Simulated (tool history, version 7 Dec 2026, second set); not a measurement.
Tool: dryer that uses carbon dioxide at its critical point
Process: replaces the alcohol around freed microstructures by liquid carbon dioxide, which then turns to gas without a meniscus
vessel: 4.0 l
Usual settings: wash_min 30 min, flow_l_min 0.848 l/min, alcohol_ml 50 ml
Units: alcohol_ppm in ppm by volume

Run 1, hour 0: usual settings. Result: alcohol_ppm 222 ppm by volume.
Run 2, hour 74.4: usual settings. Result: alcohol_ppm 244 ppm by volume.
Run 3, hour 142.2: usual settings. Result: alcohol_ppm 245 ppm by volume.
Run 4, hour 175: usual settings. Result: alcohol_ppm 243 ppm by volume.
Run 5, hour 238: usual settings. Result: alcohol_ppm 262 ppm by volume.
At hour 253.6: inlet filter changed.
Run 6, hour 277.4: usual settings. Result: alcohol_ppm 226 ppm by volume.
Run 7, hour 307.8: usual settings but wash_min 36 min. Result: alcohol_ppm 164 ppm by volume.
Run 8, hour 372.5: usual settings but wash_min 36 min. Result: alcohol_ppm 176 ppm by volume.
Run 9, hour 417.7: usual settings but wash_min 36 min. Result: alcohol_ppm 180 ppm by volume.
Run 10, hour 483.4: usual settings but wash_min 36 min. Result: alcohol_ppm 170 ppm by volume.
Run 11, hour 538.7: usual settings but flow_l_min 1.356 l/min. Result: alcohol_ppm 147 ppm by volume.
Run 12, hour 601.8: usual settings but flow_l_min 1.356 l/min. Result: alcohol_ppm 149 ppm by volume.
Run 13, hour 668: usual settings but flow_l_min 1.356 l/min. Result: alcohol_ppm 154 ppm by volume.
At hour 687.2: purifier's bed changed.
Run 14, hour 737.4: usual settings but flow_l_min 1.356 l/min. Result: alcohol_ppm 12 ppm by volume.
Run 15, hour 794.2: usual settings but flow_l_min 1.356 l/min. Result: alcohol_ppm 20 ppm by volume.
Run 16, hour 855.4: usual settings but flow_l_min 1.356 l/min. Result: alcohol_ppm 28 ppm by volume.
Run 17, hour 898.6: usual settings but flow_l_min 1.356 l/min. Result: alcohol_ppm 25 ppm by volume.
Run 18, hour 968.9: usual settings but flow_l_min 1.356 l/min. Result: alcohol_ppm 47 ppm by volume.
Run 19, hour 1003.4: usual settings but flow_l_min 1.356 l/min. Result: alcohol_ppm 38 ppm by volume.
At hour 1069.7: inlet filter changed.
Run 20, hour 1077: usual settings but flow_l_min 0.522 l/min. Result: alcohol_ppm 729 ppm by volume.
Run 21, hour 1116.6: usual settings but flow_l_min 0.522 l/min. Result: alcohol_ppm 760 ppm by volume.
Run 22, hour 1186.6: usual settings but flow_l_min 0.522 l/min, alcohol_ml 21 ml. Result: alcohol_ppm 349 ppm by volume.
Run 23, hour 1254.3: usual settings but flow_l_min 0.522 l/min, alcohol_ml 21 ml. Result: alcohol_ppm 360 ppm by volume.
Run 24, hour 1326.5: usual settings but flow_l_min 0.522 l/min, alcohol_ml 21 ml. Result: alcohol_ppm 372 ppm by volume.
Run 25, hour 1374: usual settings but flow_l_min 0.522 l/min, alcohol_ml 21 ml. Result: alcohol_ppm 383 ppm by volume.
Run 26, hour 1406: usual settings but wash_min 45 min, flow_l_min 0.522 l/min, alcohol_ml 42 ml. Result: alcohol_ppm 216 ppm by volume.
Run 27, hour 1475.3: usual settings but wash_min 46 min, flow_l_min 0.616 l/min, alcohol_ml 21 ml. Result: alcohol_ppm 109 ppm by volume.
Run 28, hour 1518.1: usual settings but wash_min 29 min, flow_l_min 1.141 l/min, alcohol_ml 70 ml. Result: alcohol_ppm 113 ppm by volume.
Run 29, hour 1591.9: usual settings but wash_min 45 min, alcohol_ml 33 ml. Result: alcohol_ppm 99 ppm by volume.
Run 30, hour 1634.8: usual settings but wash_min 45 min, alcohol_ml 33 ml. Result: alcohol_ppm 103 ppm by volume.
Run 31, hour 1683.8: usual settings but wash_min 39 min, flow_l_min 0.817 l/min, alcohol_ml 44 ml. Result: alcohol_ppm 131 ppm by volume.
Run 32, hour 1715.6: usual settings but wash_min 39 min, flow_l_min 0.817 l/min, alcohol_ml 44 ml. Result: alcohol_ppm 131 ppm by volume.
Run 33, hour 1752.1: usual settings but wash_min 39 min, flow_l_min 0.817 l/min, alcohol_ml 44 ml. Result: alcohol_ppm 139 ppm by volume.
Run 34, hour 1825.2: usual settings but wash_min 38 min, flow_l_min 0.817 l/min, alcohol_ml 88 ml. Result: alcohol_ppm 190 ppm by volume.
At hour 1881: inlet filter changed.
Run 35, hour 1881.5: usual settings but wash_min 38 min, flow_l_min 0.668 l/min, alcohol_ml 88 ml. Result: alcohol_ppm 276 ppm by volume.
Run 36, hour 1927.8: usual settings but wash_min 25 min, flow_l_min 0.625 l/min, alcohol_ml 88 ml. Result: alcohol_ppm 1303 ppm by volume.
Run 37, hour 1987.4: usual settings but wash_min 41 min, flow_l_min 0.762 l/min, alcohol_ml 28 ml. Result: alcohol_ppm 136 ppm by volume.
Run 38, hour 2059.4: usual settings but wash_min 41 min, flow_l_min 1.23 l/min, alcohol_ml 70 ml. Result: alcohol_ppm 118 ppm by volume.
Run 39, hour 2094.8: usual settings but wash_min 41 min, flow_l_min 1.23 l/min, alcohol_ml 70 ml. Result: alcohol_ppm 128 ppm by volume.

The next listed run, before its measurement:
Run 40, hour 2148.5: usual settings but wash_min 23 min, flow_l_min 0.92 l/min, alcohol_ml 27 ml. Result: alcohol_ppm ?.

alcohol_ppm: 264 ppm by volume
Without the tool's hidden state the same run would have given alcohol_ppm 126 ppm by volume.
